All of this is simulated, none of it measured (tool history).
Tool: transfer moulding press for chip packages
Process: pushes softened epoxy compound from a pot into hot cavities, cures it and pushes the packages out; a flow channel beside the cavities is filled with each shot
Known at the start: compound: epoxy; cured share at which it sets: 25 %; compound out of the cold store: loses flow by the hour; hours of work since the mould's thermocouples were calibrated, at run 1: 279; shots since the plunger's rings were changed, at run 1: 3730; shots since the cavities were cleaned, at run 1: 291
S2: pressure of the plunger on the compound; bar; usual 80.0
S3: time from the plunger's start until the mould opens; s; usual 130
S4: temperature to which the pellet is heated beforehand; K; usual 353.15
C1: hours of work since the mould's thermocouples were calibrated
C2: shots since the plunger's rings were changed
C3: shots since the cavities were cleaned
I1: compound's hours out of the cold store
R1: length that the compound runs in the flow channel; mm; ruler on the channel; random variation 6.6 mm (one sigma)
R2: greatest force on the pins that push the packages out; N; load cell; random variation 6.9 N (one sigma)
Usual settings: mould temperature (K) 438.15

{"run": 1, "hour": 0.0, "mould temperature (K)": 438.15, "S2": 80.0, "S3": 130, "S4": 353.15, "C1": 279, "C2": 3730, "C3": 291, "I1": 16.3, "R1": 841, "R2": 274}
{"hour": 48.9, "done": "cavities cleaned with cleaning compound and waxed"}
{"run": 2, "hour": 53.8, "mould temperature (K)": 438.15, "S2": 80.0, "S3": 130, "S4": 353.15, "C1": 304, "C2": 4094, "C3": 34, "I1": 16.0, "R1": 840, "R2": 289}
{"run": 3, "hour": 105.9, "mould temperature (K)": 438.15, "S2": 80.0, "S3": 130, "S4": 353.15, "C1": 329, "C2": 4457, "C3": 397, "I1": 20.7, "R1": 815, "R2": 277}
{"hour": 138.3, "done": "cavities cleaned with cleaning compound and waxed"}
{"run": 4, "hour": 154.7, "mould temperature (K)": 438.15, "S2": 80.0, "S3": 130, "S4": 353.15, "C1": 352, "C2": 4786, "C3": 114, "I1": 27.8, "R1": 767, "R2": 275}
{"hour": 229.2, "done": "cavities cleaned with cleaning compound and waxed"}
{"run": 5, "hour": 229.2, "mould temperature (K)": 438.15, "S2": 80.0, "S3": 130, "S4": 353.15, "C1": 387, "C2": 5294, "C3": 0, "I1": 27.4, "R1": 773, "R2": 276}
{"run": 6, "hour": 276.4, "mould temperature (K)": 438.15, "S2": 60.6, "S3": 130, "S4": 353.15, "C1": 410, "C2": 5623, "C3": 329, "I1": 25.2, "R1": 687, "R2": 277}
{"hour": 292.3, "done": "plunger's sealing rings changed"}
{"hour": 319.5, "done": "cavities cleaned with cleaning compound and waxed"}
{"run": 7, "hour": 353.6, "mould temperature (K)": 438.15, "S2": 80.0, "S3": 130, "S4": 353.15, "C1": 445, "C2": 416, "C3": 237, "I1": 44.5, "R1": 678, "R2": 272}
{"run": 8, "hour": 387.5, "mould temperature (K)": 438.15, "S2": 80.0, "S3": 130, "S4": 353.15, "C1": 462, "C2": 652, "C3": 473, "I1": 41.1, "R1": 685, "R2": 264}
{"hour": 411.0, "done": "cavities cleaned with cleaning compound and waxed"}
{"run": 9, "hour": 437.7, "mould temperature (K)": 438.15, "S2": 80.0, "S3": 130, "S4": 353.15, "C1": 485, "C2": 991, "C3": 186, "I1": 27.4, "R1": 773, "R2": 279}
{"run": 10, "hour": 470.0, "mould temperature (K)": 438.15, "S2": 80.0, "S3": 130, "S4": 353.15, "C1": 501, "C2": 1216, "C3": 411, "I1": 25.6, "R1": 780, "R2": 273}
{"hour": 500.4, "done": "cavities cleaned with cleaning compound and waxed"}
{"run": 11, "hour": 528.3, "mould temperature (K)": 438.15, "S2": 80.0, "S3": 130, "S4": 353.15, "C1": 528, "C2": 1611, "C3": 193, "I1": 23.6, "R1": 801, "R2": 278}
{"hour": 594.3, "done": "cavities cleaned with cleaning compound and waxed"}
{"run": 12, "hour": 601.2, "mould temperature (K)": 438.15, "S2": 80.0, "S3": 130, "S4": 353.15, "C1": 562, "C2": 2108, "C3": 48, "I1": 12.2, "R1": 874, "R2": 283}
{"run": 13, "hour": 674.0, "mould temperature (K)": 438.15, "S2": 80.0, "S3": 139, "S4": 353.15, "C1": 598, "C2": 2615, "C3": 555, "I1": 37.6, "R1": 714, "R2": 256}
{"hour": 685.2, "done": "cavities cleaned with cleaning compound and waxed"}
{"run": 14, "hour": 749.6, "mould temperature (K)": 438.15, "S2": 80.0, "S3": 139, "S4": 353.15, "C1": 633, "C2": 3131, "C3": 448, "I1": 41.9, "R1": 684, "R2": 266}
{"hour": 777.8, "done": "cavities cleaned with cleaning compound and waxed"}
{"run": 15, "hour": 817.3, "mould temperature (K)": 436.15, "S2": 77.2, "S3": 124, "S4": 359.15, "C1": 665, "C2": 3592, "C3": 275, "I1": 26.7, "R1": 767, "R2": 334}
{"hour": 866.4, "done": "cavities cleaned with cleaning compound and waxed"}
{"run": 16, "hour": 880.6, "mould temperature (K)": 445.15, "S2": 80.3, "S3": 160, "S4": 353.15, "C1": 695, "C2": 4023, "C3": 100, "I1": 14.9, "R1": 823, "R2": 242}
{"run": 17, "hour": 915.7, "mould temperature (K)": 445.15, "S2": 80.3, "S3": 160, "S4": 353.15, "C1": 712, "C2": 4267, "C3": 344, "I1": 30.2, "R1": 719, "R2": 241}
{"hour": 955.4, "done": "cavities cleaned with cleaning compound and waxed"}
{"run": 18, "hour": 987.1, "mould temperature (K)": 444.15, "S2": 81.6, "S3": 130, "S4": 351.15, "C1": 746, "C2": 4753, "C3": 221, "I1": 14.9, "R1": 827, "R2": 249}
{"hour": 1043.5, "done": "cavities cleaned with cleaning compound and waxed"}
{"hour": 1059.2, "done": "mould's thermocouples calibrated"}
{"run": 19, "hour": 1060.6, "mould temperature (K)": 444.15, "S2": 88.2, "S3": 153, "S4": 351.15, "C1": 1, "C2": 5240, "C3": 105, "I1": 40.8, "R1": 703, "R2": 228}
{"hour": 1134.4, "done": "plunger's sealing rings changed"}
{"hour": 1135.9, "done": "cavities cleaned with cleaning compound and waxed"}
{"run": 20, "hour": 1140.6, "mould temperature (K)": 444.15, "S2": 88.2, "S3": 155, "S4": 363.15, "C1": 37, "C2": 33, "C3": 33, "I1": 42.1, "R1": 699, "R2": 226}
{"run": 21, "hour": 1185.1, "mould temperature (K)": 444.15, "S2": 88.2, "S3": 155, "S4": 363.15, "C1": 59, "C2": 344, "C3": 344, "I1": 28.4, "R1": 774, "R2": 239}
{"run": 22, "hour": 1217.1, "mould temperature (K)": 445.15, "S2": 94.0, "S3": 155, "S4": 360.15, "C1": 74, "C2": 566, "C3": 566, "I1": 42.6, "R1": 709, "R2": 231}
{"hour": 1224.8, "done": "cavities cleaned with cleaning compound and waxed"}
{"run": 23, "hour": 1290.0, "mould temperature (K)": 445.15, "S2": 94.0, "S3": 155, "S4": 360.15, "C1": 109, "C2": 1063, "C3": 454, "I1": 36.8, "R1": 760, "R2": 234}
{"hour": 1313.2, "done": "cavities cleaned with cleaning compound and waxed"}
{"run": 24, "hour": 1335.3, "mould temperature (K)": 445.15, "S2": 94.0, "S3": 155, "S4": 360.15, "C1": 130, "C2": 1368, "C3": 154, "I1": 39.1, "R1": 732, "R2": 237}
{"run": 25, "hour": 1389.1, "mould temperature (K)": 438.15, "S2": 84.2, "S3": 130, "S4": 358.15, "C1": 156, "C2": 1742, "C3": 528, "I1": 14.0, "R1": 861, "R2": 279}
{"hour": 1402.7, "done": "cavities cleaned with cleaning compound and waxed"}
{"run": 26, "hour": 1424.0, "mould temperature (K)": 438.15, "S2": 62.1, "S3": 130, "S4": 353.15, "C1": 172, "C2": 1975, "C3": 149, "I1": 12.1, "R1": 769, "R2": 294}

5 ways to go on from here, each from the tool as it stands after run 26. What would each give?
{"run": "A", "hour": 1487.3, "mould temperature (K)": 433.15, "S2": 72.5, "S3": 130, "S4": 349.15, "C1": 202, "C2": 2416, "C3": 590, "I1": 12.9, "R1": "?", "R2": "?"}
{"run": "B", "hour": 1487.3, "mould temperature (K)": 439.15, "S2": 75.3, "S3": 127, "S4": 353.15, "C1": 202, "C2": 2416, "C3": 590, "I1": 40.7, "R1": "?", "R2": "?"}
{"run": "C", "hour": 1487.3, "mould temperature (K)": 439.15, "S2": 63.8, "S3": 166, "S4": 353.15, "C1": 202, "C2": 2416, "C3": 590, "I1": 39.8, "R1": "?", "R2": "?"}
{"run": "D", "hour": 1487.3, "mould temperature (K)": 438.15, "S2": 80.0, "S3": 120, "S4": 353.15, "C1": 202, "C2": 2416, "C3": 590, "I1": 46.5, "R1": "?", "R2": "?"}
{"run": "E", "hour": 1487.3, "mould temperature (K)": 444.15, "S2": 90.4, "S3": 151, "S4": 353.15, "C1": 202, "C2": 2416, "C3": 590, "I1": 12.6, "R1": "?", "R2": "?"}

run=A R1=857 R2=409
run=B R1=669 R2=271
run=C R1=621 R2=243
run=D R1=663 R2=287
run=E R1=879 R2=227
Without the tool's hidden state the same runs would have given:
run=A R1=858 R2=405
run=B R1=669 R2=269
run=C R1=621 R2=241
run=D R1=664 R2=285
run=E R1=879 R2=225
